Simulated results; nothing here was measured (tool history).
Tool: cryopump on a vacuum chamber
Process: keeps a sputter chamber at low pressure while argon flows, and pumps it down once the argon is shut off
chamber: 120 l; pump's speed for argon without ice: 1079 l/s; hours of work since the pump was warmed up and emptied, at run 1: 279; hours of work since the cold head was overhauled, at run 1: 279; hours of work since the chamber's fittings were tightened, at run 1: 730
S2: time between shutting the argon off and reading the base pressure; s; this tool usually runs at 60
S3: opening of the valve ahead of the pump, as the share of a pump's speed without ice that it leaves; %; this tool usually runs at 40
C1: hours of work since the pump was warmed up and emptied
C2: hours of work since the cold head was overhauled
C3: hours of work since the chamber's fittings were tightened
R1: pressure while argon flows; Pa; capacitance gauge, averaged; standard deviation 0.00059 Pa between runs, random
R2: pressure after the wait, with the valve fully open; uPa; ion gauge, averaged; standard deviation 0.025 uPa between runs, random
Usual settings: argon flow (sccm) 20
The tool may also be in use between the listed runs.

Run 1, hour 0: usual settings; C1 279; C2 279; C3 730. Result: R1 0.0844 Pa, R2 1.49 uPa.
Run 2, hour 26.6: usual settings; C1 299; C2 299; C3 750. Result: R1 0.0859 Pa, R2 1.53 uPa.
Run 3, hour 72.5: usual settings; C1 335; C2 335; C3 786. Result: R1 0.0872 Pa, R2 1.59 uPa.
Run 4, hour 99.1: usual settings; C1 356; C2 356; C3 807. Result: R1 0.0872 Pa, R2 1.65 uPa.
Run 5, hour 136.6: usual settings; C1 385; C2 385; C3 836. Result: R1 0.0884 Pa, R2 1.68 uPa.
Run 6, hour 162.8: usual settings; C1 405; C2 405; C3 856. Result: R1 0.0883 Pa, R2 1.67 uPa.
At hour 171.5: pump warmed up, emptied and cooled again.
Run 7, hour 192.6: usual settings; C1 16; C2 425; C3 876. Result: R1 0.0782 Pa, R2 1.4 uPa.
Run 8, hour 227.4: usual settings but S2 103 s, S3 28 %; C1 44; C2 452; C3 903. Result: R1 0.1126 Pa, R2 1.2 uPa.
Run 9, hour 271.3: usual settings but argon flow (sccm) 25, S2 23 s; C1 78; C2 486; C3 937. Result: R1 0.1009 Pa, R2 2.62 uPa.
Run 10, hour 298.9: usual settings but argon flow (sccm) 27, S2 237 s, S3 35 %; C1 99; C2 508; C3 958. Result: R1 0.1247 Pa, R2 0.97 uPa.
Run 11, hour 337.2: usual settings but argon flow (sccm) 27, S2 23 s, S3 44 %; C1 129; C2 537; C3 988. Result: R1 0.1001 Pa, R2 2.68 uPa.
Run 12, hour 376.7: usual settings but argon flow (sccm) 27, S2 39 s, S3 44 %; C1 160; C2 568; C3 1019. Result: R1 0.1015 Pa, R2 2.06 uPa.
Run 13, hour 413.7: usual settings but argon flow (sccm) 27, S2 39 s, S3 44 %; C1 189; C2 597; C3 1048. Result: R1 0.1019 Pa, R2 2.01 uPa.
Run 14, hour 443.1: usual settings but argon flow (sccm) 10, S2 39 s, S3 19 %; C1 211; C2 620; C3 1071. Result: R1 0.0848 Pa, R2 1.99 uPa.

Forecast each of these 4 alternatives for the next run:
Run A, hour 486.6: usual settings but argon flow (sccm) 31, S2 39 s, S3 23 %; C1 245; C2 654; C3 1105. Result: R1 ?, R2 ?.
Run B, hour 486.6: usual settings but argon flow (sccm) 8, S2 223 s, S3 37 %; C1 245; C2 654; C3 1105. Result: R1 ?, R2 ?.
Run C, hour 486.6: usual settings but argon flow (sccm) 31, S2 63 s, S3 18 %; C1 245; C2 654; C3 1105. Result: R1 ?, R2 ?.
Run D, hour 486.6: usual settings but argon flow (sccm) 28, S2 39 s, S3 19 %; C1 245; C2 654; C3 1105. Result: R1 ?, R2 ?.

run      R1    R2
  A  0.2216  2.04
  B  0.0356  1.19
  C  0.2792  1.64
  D  0.2393  2.09
With the hidden condition removed and each run's random variation left untouched, the same runs would have given:
run      R1    R2
  A  0.2129  1.32
  B  0.0333  0.47
  C  0.2705  0.92
  D  0.2314  1.36

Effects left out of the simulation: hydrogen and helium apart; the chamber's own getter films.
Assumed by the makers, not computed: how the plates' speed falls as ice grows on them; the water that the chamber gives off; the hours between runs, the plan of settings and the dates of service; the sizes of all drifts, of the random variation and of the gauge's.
